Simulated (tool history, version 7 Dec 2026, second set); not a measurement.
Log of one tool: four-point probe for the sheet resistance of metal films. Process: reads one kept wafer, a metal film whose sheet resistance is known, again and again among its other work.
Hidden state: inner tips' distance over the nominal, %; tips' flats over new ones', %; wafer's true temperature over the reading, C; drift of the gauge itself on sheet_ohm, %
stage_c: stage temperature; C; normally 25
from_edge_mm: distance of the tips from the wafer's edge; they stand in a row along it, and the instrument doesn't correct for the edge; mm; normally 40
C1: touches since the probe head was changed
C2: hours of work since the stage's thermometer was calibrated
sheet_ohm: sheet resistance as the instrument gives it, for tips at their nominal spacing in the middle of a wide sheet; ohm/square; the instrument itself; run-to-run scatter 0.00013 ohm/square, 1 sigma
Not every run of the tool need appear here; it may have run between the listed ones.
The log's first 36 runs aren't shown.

run 37 day=16.171 | stage_c=27 from_edge_mm=11 | C1=15541 C2=545 | sheet_ohm=0.670467
run 38 day=16.796 | stage_c=19 from_edge_mm=22 | C1=16024 C2=553 | sheet_ohm=0.668875
run 39 day=17.467 | stage_c=26 from_edge_mm=18 | C1=16543 C2=561 | sheet_ohm=0.667852
run 40 day=17.958 | stage_c=23 from_edge_mm=34 | C1=16925 C2=567 | sheet_ohm=0.666994
run 41 day=18.279 | stage_c=24 from_edge_mm=11 | C1=17173 C2=571 | sheet_ohm=0.671142
run 42 day=18.662 | stage_c=23 from_edge_mm=29 | C1=17470 C2=576 | sheet_ohm=0.667368
run 43 day=19.025 | stage_c=27 from_edge_mm=3 | C1=17751 C2=581 | sheet_ohm=0.723718
run 44 day=19.308 | stage_c=22 from_edge_mm=3 | C1=17970 C2=585 | sheet_ohm=0.725095
run 45 day=19.583 | stage_c=30 from_edge_mm=19 | C1=18183 C2=588 | sheet_ohm=0.66673
run 46 day=20.038 | stage_c=27 from_edge_mm=41 | C1=18538 C2=594 | sheet_ohm=0.666221

Each row is a separate what-if for the run after 46, all from the same tool condition, not one after another. Results?
run A day=20.396 | stage_c=29 from_edge_mm=69 | C1=18815 C2=598 | sheet_ohm=?
run B day=20.396 | stage_c=22 from_edge_mm=16 | C1=18815 C2=598 | sheet_ohm=?
run C day=20.396 | stage_c=18 from_edge_mm=14 | C1=18815 C2=598 | sheet_ohm=?

run=A sheet_ohm=0.665506
run=B sheet_ohm=0.668962
run=C sheet_ohm=0.670827
The same runs, with their run-to-run variation unchanged, on a tool lacking any hidden condition would have given:
run=A sheet_ohm=0.661611
run=B sheet_ohm=0.665041
run=C sheet_ohm=0.666891

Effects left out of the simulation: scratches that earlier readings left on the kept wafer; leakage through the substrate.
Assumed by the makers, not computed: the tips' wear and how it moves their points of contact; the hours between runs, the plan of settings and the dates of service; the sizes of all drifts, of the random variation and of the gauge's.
